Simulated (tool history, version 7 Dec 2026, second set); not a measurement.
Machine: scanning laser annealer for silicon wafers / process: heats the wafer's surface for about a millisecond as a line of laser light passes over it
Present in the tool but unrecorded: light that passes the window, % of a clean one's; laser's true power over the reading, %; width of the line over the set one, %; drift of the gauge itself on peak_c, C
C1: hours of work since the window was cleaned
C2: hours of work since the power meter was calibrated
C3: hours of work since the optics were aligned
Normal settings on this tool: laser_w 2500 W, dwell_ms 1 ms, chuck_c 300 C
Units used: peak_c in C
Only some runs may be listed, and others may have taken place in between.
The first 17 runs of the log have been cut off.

{"hour": 238.8, "done": "optics aligned, line set to its width"}
{"run": 18, "hour": 253.9, "laser_w": 2500, "dwell_ms": 0.74, "chuck_c": 300, "C1": 542, "C2": 363, "C3": 7, "peak_c": 974}
{"run": 19, "hour": 270.6, "laser_w": 2500, "dwell_ms": 1, "chuck_c": 309, "C1": 550, "C2": 371, "C3": 15, "peak_c": 1084}
{"run": 20, "hour": 280.0, "laser_w": 2500, "dwell_ms": 1, "chuck_c": 271, "C1": 554, "C2": 376, "C3": 20, "peak_c": 1047}
{"run": 21, "hour": 300.7, "laser_w": 2500, "dwell_ms": 1, "chuck_c": 271, "C1": 564, "C2": 386, "C3": 29, "peak_c": 1047}
{"run": 22, "hour": 313.6, "laser_w": 2500, "dwell_ms": 1, "chuck_c": 271, "C1": 570, "C2": 392, "C3": 36, "peak_c": 1046}
{"run": 23, "hour": 329.6, "laser_w": 2513, "dwell_ms": 1.03, "chuck_c": 300, "C1": 578, "C2": 399, "C3": 43, "peak_c": 1087}
{"run": 24, "hour": 345.1, "laser_w": 2277, "dwell_ms": 0.73, "chuck_c": 311, "C1": 585, "C2": 407, "C3": 51, "peak_c": 917}
{"run": 25, "hour": 358.0, "laser_w": 2743, "dwell_ms": 1.11, "chuck_c": 326, "C1": 591, "C2": 413, "C3": 57, "peak_c": 1223}
{"run": 26, "hour": 376.3, "laser_w": 2351, "dwell_ms": 1.24, "chuck_c": 310, "C1": 600, "C2": 422, "C3": 65, "peak_c": 1112}
{"run": 27, "hour": 391.3, "laser_w": 2500, "dwell_ms": 0.84, "chuck_c": 300, "C1": 607, "C2": 429, "C3": 73, "peak_c": 1012}
{"run": 28, "hour": 405.8, "laser_w": 2500, "dwell_ms": 1.12, "chuck_c": 300, "C1": 614, "C2": 436, "C3": 79, "peak_c": 1114}
{"run": 29, "hour": 426.8, "laser_w": 2500, "dwell_ms": 1.12, "chuck_c": 300, "C1": 624, "C2": 446, "C3": 89, "peak_c": 1116}
{"run": 30, "hour": 438.7, "laser_w": 2500, "dwell_ms": 1.12, "chuck_c": 300, "C1": 630, "C2": 451, "C3": 95, "peak_c": 1117}
{"run": 31, "hour": 452.0, "laser_w": 2356, "dwell_ms": 1.05, "chuck_c": 266, "C1": 636, "C2": 458, "C3": 101, "peak_c": 1010}
{"run": 32, "hour": 472.0, "laser_w": 2247, "dwell_ms": 0.89, "chuck_c": 320, "C1": 646, "C2": 467, "C3": 111, "peak_c": 977}
{"run": 33, "hour": 495.0, "laser_w": 2247, "dwell_ms": 0.89, "chuck_c": 320, "C1": 657, "C2": 478, "C3": 122, "peak_c": 976}
{"run": 34, "hour": 515.6, "laser_w": 2247, "dwell_ms": 0.89, "chuck_c": 320, "C1": 666, "C2": 488, "C3": 132, "peak_c": 975}
{"hour": 535.6, "done": "window over the wafer cleaned"}
{"run": 35, "hour": 538.5, "laser_w": 2535, "dwell_ms": 1.03, "chuck_c": 325, "C1": 1, "C2": 498, "C3": 142, "peak_c": 1122}
{"run": 36, "hour": 553.8, "laser_w": 2535, "dwell_ms": 1.03, "chuck_c": 325, "C1": 9, "C2": 505, "C3": 149, "peak_c": 1122}
{"run": 37, "hour": 566.2, "laser_w": 2535, "dwell_ms": 0.89, "chuck_c": 273, "C1": 15, "C2": 511, "C3": 155, "peak_c": 1019}
{"run": 38, "hour": 578.1, "laser_w": 2328, "dwell_ms": 1.19, "chuck_c": 300, "C1": 20, "C2": 517, "C3": 161, "peak_c": 1081}
{"run": 39, "hour": 599.5, "laser_w": 2525, "dwell_ms": 0.71, "chuck_c": 289, "C1": 30, "C2": 527, "C3": 171, "peak_c": 958}

Forecast each of these 3 alternatives for the next run:
{"run": "A", "hour": 619.2, "laser_w": 2563, "dwell_ms": 1.13, "chuck_c": 336, "C1": 40, "C2": 536, "C3": 180, "peak_c": "?"}
{"run": "B", "hour": 619.2, "laser_w": 2675, "dwell_ms": 0.71, "chuck_c": 289, "C1": 40, "C2": 536, "C3": 180, "peak_c": "?"}
{"run": "C", "hour": 619.2, "laser_w": 2284, "dwell_ms": 1, "chuck_c": 300, "C1": 40, "C2": 536, "C3": 180, "peak_c": "?"}

run=A peak_c=1177
run=B peak_c=998
run=C peak_c=1006
Without the tool's hidden state the same runs would have given:
run=A peak_c=1177
run=B peak_c=998
run=C peak_c=1006
